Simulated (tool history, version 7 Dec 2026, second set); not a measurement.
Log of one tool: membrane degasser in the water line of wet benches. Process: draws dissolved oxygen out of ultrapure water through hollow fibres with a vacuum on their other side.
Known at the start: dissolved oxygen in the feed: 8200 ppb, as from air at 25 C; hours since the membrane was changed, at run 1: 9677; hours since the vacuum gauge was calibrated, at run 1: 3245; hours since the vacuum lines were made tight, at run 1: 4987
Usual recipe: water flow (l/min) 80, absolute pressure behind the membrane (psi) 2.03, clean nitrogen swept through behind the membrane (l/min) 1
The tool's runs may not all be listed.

run    hour  water flow (l/min)  absolute pressure behind the membrane (psi)  clean nitrogen swept through behind the membrane (l/min)  hours since the membrane was changed  hours since the vacuum gauge was calibrated  hours since the vacuum lines were made tight  dissolved oxygen in the water behind the degasser (ppb)  pressure that the water loses in the fibres (psi)
  1       0                  80                                         2.03                                                         1                                  9677                                         3245                                          4987                                                     1326                                              7.503
  2     137                  80                                         2.03                                                      1.44                                  9814                                         3382                                          5124                                                   1046.9                                               7.41
  3   406.2                  80                                         2.03                                                      1.44                                 10083                                         3651                                          5393                                                   1042.5                                              7.406
  4   621.1                  80                                         2.03                                                         1                                 10298                                         3866                                          5608                                                   1313.6                                              7.455
  5   916.7                  80                                         2.03                                                         1                                 10593                                         4162                                          5903                                                   1309.7                                              7.488
  6  1207.6                  80                                         2.03                                                         1                                 10884                                         4453                                          6194                                                   1311.1                                              7.398
     1264.5  -- seals of the vacuum lines changed
  7  1475.4                  80                                         2.03                                                         1                                 11150                                         4718                                           211                                                   1326.6                                              7.438
  8  1742.9                  80                                         2.03                                                         1                                 11418                                         4986                                           478                                                   1328.7                                              7.462
     1864.9  -- vacuum gauge calibrated
  9  1872.7                  80                                         2.03                                                         1                                 11547                                            8                                           608                                                   1312.9                                              7.465
 10  2086.8                  80                                         2.03                                                         1                                 11761                                          222                                           822                                                   1321.7                                              7.487
 11  2303.6                  80                                         2.03                                                         1                                 11978                                          439                                          1039                                                   1324.7                                              7.477
 12  2561.8                  86                                         2.03                                                         1                                 12236                                          697                                          1297                                                   1381.5                                              8.035
 13  2847.3                  80                                         2.81                                                         1                                 12522                                          982                                          1582                                                   1864.1                                              7.477
 14  3136.4                  80                                         2.81                                                         1                                 12811                                         1272                                          1871                                                     1869                                              7.445
 15  3346.7                  80                                         2.81                                                         1                                 13021                                         1482                                          2082                                                     1861                                              7.504
 16    3528                  80                                         2.81                                                         1                                 13202                                         1663                                          2263                                                   1858.5                                              7.436
 17  3768.5                 121                                         2.03                                                         1                                 13443                                         1904                                          2504                                                   1738.6                                             11.364
 18  4058.5                  80                                         1.94                                                      0.89                                 13733                                         2194                                          2794                                                   1366.1                                              7.469
 19    4291                  93                                         1.42                                                      0.49                                 13965                                         2426                                          3026                                                   1384.3                                              8.624
 20  4448.5                  93                                         1.42                                                      0.49                                 14123                                         2584                                          3183                                                   1390.4                                              8.691
     4511.4  -- membrane cartridge changed
 21  4636.5                  59                                          2.2                                                      0.44                                   125                                         2768                                          3367                                                     1922                                              5.471
 22  4899.9                  59                                          2.2                                                      0.44                                   388                                         3031                                          3631                                                   1924.2                                              5.511
 23  5192.8                  66                                         1.39                                                      1.27                                   681                                         3324                                          3924                                                    625.1                                              6.142
 24  5369.3                  66                                         1.39                                                      1.27                                   858                                         3500                                          4100                                                    625.9                                              6.173

Run 25, settings as shown, results not yet in. Your forecast:
 25  5607                  80                                         1.67                                                         1                                  1096                                         3738                                          4338                                                        ?                                                  ?

Logged for run 25: dissolved oxygen in the water behind the degasser (ppb) 1062.3, pressure that the water loses in the fibres (psi) 7.465.
Take away the tool's hidden state, keep the run-to-run variation as it was, and the same run would have given dissolved oxygen in the water behind the degasser (ppb) 1039.8, pressure that the water loses in the fibres (psi) 7.464.
